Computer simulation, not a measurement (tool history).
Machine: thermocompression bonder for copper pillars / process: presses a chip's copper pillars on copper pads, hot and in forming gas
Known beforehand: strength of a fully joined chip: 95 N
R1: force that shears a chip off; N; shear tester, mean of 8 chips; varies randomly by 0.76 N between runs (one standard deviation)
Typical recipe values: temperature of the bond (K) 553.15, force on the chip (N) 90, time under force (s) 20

{"run": 1, "hour": 0.0, "temperature of the bond (K)": 553.15, "force on the chip (N)": 90, "time under force (s)": 20, "R1": 50.0}
{"run": 2, "hour": 44.0, "temperature of the bond (K)": 553.15, "force on the chip (N)": 90, "time under force (s)": 20, "R1": 51.0}
{"run": 3, "hour": 92.8, "temperature of the bond (K)": 553.15, "force on the chip (N)": 90, "time under force (s)": 20, "R1": 50.1}
{"run": 4, "hour": 143.8, "temperature of the bond (K)": 553.15, "force on the chip (N)": 90, "time under force (s)": 20, "R1": 50.3}
{"run": 5, "hour": 175.4, "temperature of the bond (K)": 553.15, "force on the chip (N)": 90, "time under force (s)": 20, "R1": 49.1}
{"run": 6, "hour": 213.1, "temperature of the bond (K)": 553.15, "force on the chip (N)": 102, "time under force (s)": 20, "R1": 55.4}
{"run": 7, "hour": 240.7, "temperature of the bond (K)": 553.15, "force on the chip (N)": 104, "time under force (s)": 20, "R1": 56.7}
{"run": 8, "hour": 270.5, "temperature of the bond (K)": 553.15, "force on the chip (N)": 104, "time under force (s)": 20, "R1": 55.9}
{"run": 9, "hour": 322.1, "temperature of the bond (K)": 553.15, "force on the chip (N)": 104, "time under force (s)": 20, "R1": 54.4}
{"hour": 357.2, "done": "forming gas filter changed"}
{"run": 10, "hour": 369.3, "temperature of the bond (K)": 553.15, "force on the chip (N)": 99, "time under force (s)": 20, "R1": 55.4}
{"run": 11, "hour": 392.6, "temperature of the bond (K)": 553.15, "force on the chip (N)": 99, "time under force (s)": 20, "R1": 55.6}
{"run": 12, "hour": 438.8, "temperature of the bond (K)": 553.15, "force on the chip (N)": 99, "time under force (s)": 20, "R1": 56.6}
{"run": 13, "hour": 482.5, "temperature of the bond (K)": 528.15, "force on the chip (N)": 90, "time under force (s)": 20, "R1": 35.2}
{"run": 14, "hour": 528.2, "temperature of the bond (K)": 561.15, "force on the chip (N)": 90, "time under force (s)": 20, "R1": 55.9}
{"run": 15, "hour": 555.3, "temperature of the bond (K)": 561.15, "force on the chip (N)": 90, "time under force (s)": 20, "R1": 56.3}
{"run": 16, "hour": 581.4, "temperature of the bond (K)": 553.15, "force on the chip (N)": 90, "time under force (s)": 20, "R1": 50.2}
{"run": 17, "hour": 622.9, "temperature of the bond (K)": 553.15, "force on the chip (N)": 90, "time under force (s)": 20, "R1": 49.7}
{"run": 18, "hour": 656.9, "temperature of the bond (K)": 553.15, "force on the chip (N)": 90, "time under force (s)": 20, "R1": 50.2}
{"run": 19, "hour": 681.5, "temperature of the bond (K)": 553.15, "force on the chip (N)": 70, "time under force (s)": 20, "R1": 38.4}
{"run": 20, "hour": 703.7, "temperature of the bond (K)": 553.15, "force on the chip (N)": 70, "time under force (s)": 20, "R1": 38.9}
{"run": 21, "hour": 726.5, "temperature of the bond (K)": 553.15, "force on the chip (N)": 70, "time under force (s)": 20, "R1": 37.3}
{"run": 22, "hour": 772.7, "temperature of the bond (K)": 576.15, "force on the chip (N)": 90, "time under force (s)": 13, "R1": 57.6}
{"run": 23, "hour": 794.4, "temperature of the bond (K)": 536.15, "force on the chip (N)": 130, "time under force (s)": 19, "R1": 53.7}
{"run": 24, "hour": 820.9, "temperature of the bond (K)": 555.15, "force on the chip (N)": 122, "time under force (s)": 30, "R1": 71.3}
{"hour": 825.9, "done": "force cell calibrated"}
{"run": 25, "hour": 870.5, "temperature of the bond (K)": 572.15, "force on the chip (N)": 122, "time under force (s)": 18, "R1": 72.5}
{"run": 26, "hour": 917.0, "temperature of the bond (K)": 580.15, "force on the chip (N)": 82, "time under force (s)": 19, "R1": 58.1}
{"run": 27, "hour": 942.8, "temperature of the bond (K)": 580.15, "force on the chip (N)": 100, "time under force (s)": 39, "R1": 76.7}
{"run": 28, "hour": 967.6, "temperature of the bond (K)": 558.15, "force on the chip (N)": 110, "time under force (s)": 35, "R1": 68.7}
{"run": 29, "hour": 991.5, "temperature of the bond (K)": 567.15, "force on the chip (N)": 115, "time under force (s)": 49, "R1": 79.9}
{"hour": 1011.2, "done": "force cell calibrated, once more"}
{"run": 30, "hour": 1041.7, "temperature of the bond (K)": 567.15, "force on the chip (N)": 115, "time under force (s)": 49, "R1": 78.5}
{"run": 31, "hour": 1065.7, "temperature of the bond (K)": 553.15, "force on the chip (N)": 81, "time under force (s)": 20, "R1": 43.1}
{"hour": 1080.8, "done": "heater calibrated with a thermocouple chip"}
{"run": 32, "hour": 1090.6, "temperature of the bond (K)": 553.15, "force on the chip (N)": 81, "time under force (s)": 20, "R1": 49.7}
{"run": 33, "hour": 1142.3, "temperature of the bond (K)": 553.15, "force on the chip (N)": 90, "time under force (s)": 26, "R1": 55.6}
{"run": 34, "hour": 1189.1, "temperature of the bond (K)": 553.15, "force on the chip (N)": 104, "time under force (s)": 10, "R1": 48.3}
{"run": 35, "hour": 1220.8, "temperature of the bond (K)": 553.15, "force on the chip (N)": 54, "time under force (s)": 44, "R1": 40.8}
{"hour": 1249.7, "done": "forming gas filter changed"}
{"run": 36, "hour": 1259.8, "temperature of the bond (K)": 553.15, "force on the chip (N)": 54, "time under force (s)": 44, "R1": 43.1}
{"run": 37, "hour": 1304.9, "temperature of the bond (K)": 553.15, "force on the chip (N)": 54, "time under force (s)": 44, "R1": 43.5}
{"run": 38, "hour": 1332.4, "temperature of the bond (K)": 551.15, "force on the chip (N)": 107, "time under force (s)": 11, "R1": 51.8}
{"run": 39, "hour": 1375.2, "temperature of the bond (K)": 569.15, "force on the chip (N)": 62, "time under force (s)": 15, "R1": 42.4}

Predict each of these 5 candidate next runs independently; none follows another, all start after run 39:
{"run": "A", "hour": 1421.1, "temperature of the bond (K)": 581.15, "force on the chip (N)": 62, "time under force (s)": 15, "R1": "?"}
{"run": "B", "hour": 1421.1, "temperature of the bond (K)": 562.15, "force on the chip (N)": 55, "time under force (s)": 33, "R1": "?"}
{"run": "C", "hour": 1421.1, "temperature of the bond (K)": 552.15, "force on the chip (N)": 95, "time under force (s)": 20, "R1": "?"}
{"run": "D", "hour": 1421.1, "temperature of the bond (K)": 526.15, "force on the chip (N)": 73, "time under force (s)": 35, "R1": "?"}
{"run": "E", "hour": 1421.1, "temperature of the bond (K)": 562.15, "force on the chip (N)": 122, "time under force (s)": 19, "R1": "?"}

run=A R1=50.0
run=B R1=45.2
run=C R1=56.7
run=D R1=37.5
run=E R1=72.5
Had the tool no hidden state, the same runs would have come out as:
run=A R1=52.1
run=B R1=47.3
run=C R1=59.1
run=D R1=39.4
run=E R1=74.9

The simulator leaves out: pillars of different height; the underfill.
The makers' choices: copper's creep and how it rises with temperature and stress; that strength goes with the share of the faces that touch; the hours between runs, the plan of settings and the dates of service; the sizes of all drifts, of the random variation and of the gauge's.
